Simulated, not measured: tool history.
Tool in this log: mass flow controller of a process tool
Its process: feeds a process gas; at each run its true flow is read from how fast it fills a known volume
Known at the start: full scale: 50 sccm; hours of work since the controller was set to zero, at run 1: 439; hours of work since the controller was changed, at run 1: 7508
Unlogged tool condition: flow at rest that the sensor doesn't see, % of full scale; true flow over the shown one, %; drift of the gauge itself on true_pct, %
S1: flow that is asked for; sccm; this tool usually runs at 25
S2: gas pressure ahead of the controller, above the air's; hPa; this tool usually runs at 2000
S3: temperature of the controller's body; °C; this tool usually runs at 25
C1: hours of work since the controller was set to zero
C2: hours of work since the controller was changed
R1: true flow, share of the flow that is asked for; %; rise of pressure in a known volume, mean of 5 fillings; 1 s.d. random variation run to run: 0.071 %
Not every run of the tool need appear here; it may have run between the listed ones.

run	day	S1	S2	S3	C1	C2	R1
1	0	25	2000	25	439	7508	101.28
2	9.588	25	2000	25	604	7673	101.44
3	23.162	25	2000	25	837	7907	101.51
4	34.712	25	2000	25	1036	8105	101.35
5	46.133	25	2000	25	1233	8302	101.33
6	61.038	25	2000	24	1489	8558	101.23
7	79.604	25	2000	24	1808	8877	101.28
8	87.854	25	2000	24	1950	9019	101.4
9	106.483	25	2000	31	2271	9340	101.71
10	120.608	25	2000	31	2514	9583	101.85
11	136.304	25	2000	31	2784	9853	101.75
12	154.754	21	2000	25	3101	10170	101.08
13	173.05	12	2000	25	3416	10485	100.17
14	184.912	12	2000	25	3620	10689	99.81
15	194.167	12	2000	25	3779	10848	99.69
16	202.596	25	2000	25	3924	10993	101.45
17	215.492	20	2000	25	4146	11215	100.89
18	225.792	20	2000	25	4323	11392	101.04
19	238.067	25	1560	25	4534	11604	101.6
20	256.467	25	1560	25	4851	11920	101.74
21	271.371	44	2000	38	5107	12176	103.21

What does the tool deliver on the next run?
22	281.058	7	2000	25	5274	12343	?

Logged for run 22: R1 96.7 %.
The same run, on a tool lacking any hidden state, would have yielded R1 98.92 %.

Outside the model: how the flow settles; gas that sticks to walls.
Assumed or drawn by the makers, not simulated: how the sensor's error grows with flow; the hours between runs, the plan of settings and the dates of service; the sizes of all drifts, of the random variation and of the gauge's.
